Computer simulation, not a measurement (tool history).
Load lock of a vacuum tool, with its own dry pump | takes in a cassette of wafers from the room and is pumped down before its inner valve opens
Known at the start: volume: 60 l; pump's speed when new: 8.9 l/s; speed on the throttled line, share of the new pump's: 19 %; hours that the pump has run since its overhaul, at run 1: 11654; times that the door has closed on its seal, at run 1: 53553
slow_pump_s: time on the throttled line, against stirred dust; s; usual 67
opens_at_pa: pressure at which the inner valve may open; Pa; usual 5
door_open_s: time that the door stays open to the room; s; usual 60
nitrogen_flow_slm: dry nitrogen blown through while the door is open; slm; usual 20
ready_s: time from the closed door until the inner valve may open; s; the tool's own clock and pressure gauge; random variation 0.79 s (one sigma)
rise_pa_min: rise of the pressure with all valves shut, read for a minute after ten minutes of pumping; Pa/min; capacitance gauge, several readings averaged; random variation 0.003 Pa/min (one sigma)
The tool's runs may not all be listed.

run    hour  slow_pump_s  opens_at_pa  door_open_s  nitrogen_flow_slm  hours that the pump has run since its overhaul  times that the door has closed on its seal  incoming humidity of the room's air, %  ready_s  rise_pa_min
  1     0.0           67            5           60                 20                                           11654                                       53553                                    45.5    121.9        0.014
  2   548.0           67            5           60                 20                                           12202                                       55178                                    46.4    122.2        0.011
  3  1069.2           67            5          237                 20                                           12723                                       56724                                    44.8    121.0        0.018
  4  1510.2           44            5           60                 20                                           13164                                       58032                                    42.5    102.8        0.012
  5  2017.7           67            5           60                 20                                           13672                                       59537                                    44.5    121.2        0.008
     2184.1  -- dry pump taken out, an overhauled one fitted
  6  2265.0           67            5           60                 21                                              81                                       60252                                    42.1    121.4        0.013
  7  2659.1           67            5           60                 21                                             475                                       61421                                    44.2    121.8        0.011
  8  3003.6           67            5           60                 21                                             820                                       62443                                    47.8    122.3        0.014
  9  3331.7           67            5           60                 21                                            1148                                       63416                                    46.2    120.7        0.014
 10  3885.5           67            5           60                 21                                            1701                                       65059                                    43.7    121.5        0.014
     3924.1  -- door's seal changed, seat wiped
 11  4229.5           67            5           60                 21                                            2044                                         906                                    49.3    120.9        0.008
 12  4635.0          127            8           60                  7                                            2449                                        2108                                    43.7    166.4        0.016
 13  4903.7          127            8           60                  7                                            2718                                        2905                                    45.4    168.6        0.014
 14  5361.1          127            8           60                  7                                            3176                                        4262                                    44.8    167.3        0.019
 15  5751.3          127            8           60                  7                                            3566                                        5419                                    45.0    169.2        0.020
 16  6008.2           60            5           60                 19                                            3823                                        6181                                    44.4    115.6        0.011
 17  6267.7           60            8          174                 19                                            4082                                        6951                                    46.7    113.3        0.019
 18  6727.5           67            5           91                 20                                            4542                                        8314                                    45.2    122.0        0.016
 19  7171.5          121            5           60                 11                                            4986                                        9631                                    44.7    165.5        0.015
 20  7495.3           67            5           95                 43                                            5310                                       10592                                    46.0    121.3        0.005

How the hidden state differs across the entries between the runs, from the last listed run before each to the first after it:
Between runs 5 and 6: dry pump taken out, an overhauled one fitted (hour 2184.1)
  no hidden state differs between the two runs
Between runs 10 and 11: door's seal changed, seat wiped (hour 3924.1)
  leak at the door's seal, Pa l/s: 0.004 -> 0.002
